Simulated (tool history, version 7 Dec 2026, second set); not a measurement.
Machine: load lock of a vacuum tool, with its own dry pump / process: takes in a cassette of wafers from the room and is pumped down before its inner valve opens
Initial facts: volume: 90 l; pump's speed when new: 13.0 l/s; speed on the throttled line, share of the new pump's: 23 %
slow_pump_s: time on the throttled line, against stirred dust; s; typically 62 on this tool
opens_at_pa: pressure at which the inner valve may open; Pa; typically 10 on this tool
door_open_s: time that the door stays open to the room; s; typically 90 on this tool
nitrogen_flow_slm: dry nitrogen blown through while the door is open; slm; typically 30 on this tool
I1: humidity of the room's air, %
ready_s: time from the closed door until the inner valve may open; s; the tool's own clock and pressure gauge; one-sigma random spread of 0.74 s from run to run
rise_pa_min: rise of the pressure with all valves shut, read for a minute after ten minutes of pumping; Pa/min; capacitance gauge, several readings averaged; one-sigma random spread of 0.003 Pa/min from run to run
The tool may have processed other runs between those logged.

run 1 hour=0.0 | slow_pump_s=62 opens_at_pa=10 door_open_s=90 nitrogen_flow_slm=30 | I1=47.0 | ready_s=114.7 rise_pa_min=0.038
run 2 hour=344.0 | slow_pump_s=62 opens_at_pa=10 door_open_s=90 nitrogen_flow_slm=30 | I1=44.1 | ready_s=113.9 rise_pa_min=0.039
run 3 hour=662.8 | slow_pump_s=62 opens_at_pa=10 door_open_s=90 nitrogen_flow_slm=30 | I1=45.5 | ready_s=114.5 rise_pa_min=0.053
run 4 hour=1107.5 | slow_pump_s=62 opens_at_pa=10 door_open_s=90 nitrogen_flow_slm=30 | I1=43.1 | ready_s=115.0 rise_pa_min=0.065
run 5 hour=1631.9 | slow_pump_s=48 opens_at_pa=10 door_open_s=90 nitrogen_flow_slm=30 | I1=46.5 | ready_s=105.6 rise_pa_min=0.077
run 6 hour=2211.3 | slow_pump_s=48 opens_at_pa=10 door_open_s=90 nitrogen_flow_slm=30 | I1=42.4 | ready_s=106.1 rise_pa_min=0.093
run 7 hour=2810.7 | slow_pump_s=48 opens_at_pa=10 door_open_s=90 nitrogen_flow_slm=30 | I1=43.6 | ready_s=106.6 rise_pa_min=0.115
run 8 hour=3178.6 | slow_pump_s=48 opens_at_pa=10 door_open_s=90 nitrogen_flow_slm=30 | I1=43.8 | ready_s=105.3 rise_pa_min=0.131
run 9 hour=3765.0 | slow_pump_s=48 opens_at_pa=10 door_open_s=90 nitrogen_flow_slm=30 | I1=47.0 | ready_s=106.8 rise_pa_min=0.150
run 10 hour=4356.6 | slow_pump_s=62 opens_at_pa=10 door_open_s=90 nitrogen_flow_slm=30 | I1=46.1 | ready_s=118.9 rise_pa_min=0.171

Run 11 comes next. What will it give?
run 11 hour=4646.4 | slow_pump_s=62 opens_at_pa=10 door_open_s=90 nitrogen_flow_slm=30 | I1=49.1 | ready_s=? rise_pa_min=?

ready_s: 119.5 s
rise_pa_min: 0.185 Pa/min
On a tool with no hidden condition, and with the same random variation, this run would have come out at ready_s 113.3 s, rise_pa_min 0.023 Pa/min.

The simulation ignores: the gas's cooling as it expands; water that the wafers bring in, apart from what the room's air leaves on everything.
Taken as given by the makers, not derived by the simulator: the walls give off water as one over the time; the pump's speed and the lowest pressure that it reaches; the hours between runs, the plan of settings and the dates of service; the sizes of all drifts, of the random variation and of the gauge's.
